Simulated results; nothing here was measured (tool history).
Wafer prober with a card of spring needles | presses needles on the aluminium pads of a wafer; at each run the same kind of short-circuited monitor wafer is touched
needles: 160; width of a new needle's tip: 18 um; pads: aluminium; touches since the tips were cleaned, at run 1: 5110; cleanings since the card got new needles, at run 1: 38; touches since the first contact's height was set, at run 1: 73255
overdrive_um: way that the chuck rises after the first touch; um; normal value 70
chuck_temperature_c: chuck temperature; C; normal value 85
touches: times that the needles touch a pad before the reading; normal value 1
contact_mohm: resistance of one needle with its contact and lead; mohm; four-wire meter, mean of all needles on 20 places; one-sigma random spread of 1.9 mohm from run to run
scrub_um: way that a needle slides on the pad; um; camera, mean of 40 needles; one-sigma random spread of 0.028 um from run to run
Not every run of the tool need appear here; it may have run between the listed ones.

| run | hour | overdrive_um | chuck_temperature_c | touches | touches since the tips were cleaned | cleanings since the card got new needles | touches since the first contact's height was set | contact_mohm | scrub_um |
|---|---|---|---|---|---|---|---|---|---|
| 1 | 0.0 | 70 | 85 | 1 | 5110 | 38 | 73255 | 210 | 9.44 |
|  | 2.5 | tips cleaned on abrasive film |
|  | 14.6 | tips cleaned on abrasive film |
|  | 26.7 | tips cleaned on abrasive film |
| 2 | 27.4 | 76 | 85 | 1 | 502 | 41 | 90799 | 207 | 10.22 |
|  | 37.3 | tips cleaned on abrasive film |
|  | 49.7 | tips cleaned on abrasive film |
|  | 59.6 | tips cleaned on abrasive film |
| 3 | 59.6 | 70 | 85 | 1 | 0 | 44 | 111426 | 209 | 9.44 |
|  | 64.5 | height of the first contact set anew |
|  | 71.8 | tips cleaned on abrasive film |
|  | 83.8 | tips cleaned on abrasive film |
|  | 96.2 | tips cleaned on abrasive film |
| 4 | 103.6 | 70 | 85 | 1 | 4779 | 47 | 25040 | 206 | 9.33 |
|  | 106.2 | tips cleaned on abrasive film |
|  | 118.2 | tips cleaned on abrasive film |
|  | 130.6 | tips cleaned on abrasive film |
|  | 142.7 | tips cleaned on abrasive film |
| 5 | 142.8 | 70 | 85 | 1 | 67 | 51 | 50164 | 210 | 9.37 |
|  | 152.8 | tips cleaned on abrasive film |
|  | 164.6 | tips cleaned on abrasive film |
|  | 176.2 | tips cleaned on abrasive film |
| 6 | 176.2 | 70 | 85 | 1 | 0 | 54 | 71542 | 211 | 9.35 |
|  | 186.1 | tips cleaned on abrasive film |
|  | 198.5 | tips cleaned on abrasive film |
| 7 | 202.4 | 70 | 85 | 1 | 2564 | 56 | 88369 | 208 | 9.35 |
|  | 209.7 | tips cleaned on abrasive film |
|  | 221.2 | tips cleaned on abrasive film |
|  | 233.6 | tips cleaned on abrasive film |
| 8 | 235.5 | 58 | 123 | 1 | 1273 | 59 | 109569 | 219 | 7.70 |
|  | 242.8 | height of the first contact set anew |
|  | 245.3 | tips cleaned on abrasive film |
|  | 257.3 | tips cleaned on abrasive film |
|  | 269.7 | tips cleaned on abrasive film |
| 9 | 270.2 | 70 | 44 | 1 | 359 | 62 | 17548 | 197 | 9.35 |
|  | 280.1 | tips cleaned on abrasive film |
|  | 292.5 | tips cleaned on abrasive film |
| 10 | 292.9 | 84 | 44 | 1 | 301 | 64 | 32081 | 198 | 11.25 |
|  | 302.6 | tips cleaned on abrasive film |
|  | 314.4 | tips cleaned on abrasive film |
| 11 | 315.7 | 69 | 102 | 3 | 789 | 66 | 46649 | 212 | 9.16 |
|  | 325.1 | tips cleaned on abrasive film |
|  | 335.0 | tips cleaned on abrasive film |
| 12 | 337.6 | 77 | 71 | 1 | 1622 | 68 | 60678 | 201 | 10.23 |
|  | 345.0 | tips cleaned on abrasive film |
|  | 357.3 | tips cleaned on abrasive film |
| 13 | 362.6 | 77 | 71 | 1 | 3387 | 70 | 76722 | 203 | 10.22 |

3 options for the next run, each taken on its own from the tool as it stands now. Forecast them:
|  | 367.6 | tips cleaned on abrasive film |
|  | 377.5 | tips cleaned on abrasive film |
|  | 389.5 | tips cleaned on abrasive film |
|  | 401.9 | tips cleaned on abrasive film |
| A | 403.1 | 70 | 88 | 3 | 833 | 74 | 102685 | ? | ? |
|  | 367.6 | tips cleaned on abrasive film |
|  | 377.5 | tips cleaned on abrasive film |
|  | 389.5 | tips cleaned on abrasive film |
|  | 401.9 | tips cleaned on abrasive film |
| B | 403.1 | 62 | 85 | 1 | 833 | 74 | 102685 | ? | ? |
|  | 367.6 | tips cleaned on abrasive film |
|  | 377.5 | tips cleaned on abrasive film |
|  | 389.5 | tips cleaned on abrasive film |
|  | 401.9 | tips cleaned on abrasive film |
| C | 403.1 | 78 | 46 | 1 | 833 | 74 | 102685 | ? | ? |

| run | contact_mohm | scrub_um |
|---|---|---|
| A | 210 | 9.29 |
| B | 212 | 8.26 |
| C | 198 | 10.35 |
Without the tool's unlogged condition, the same runs would have read:
| run | contact_mohm | scrub_um |
|---|---|---|
| A | 210 | 9.42 |
| B | 212 | 8.38 |
| C | 198 | 10.49 |
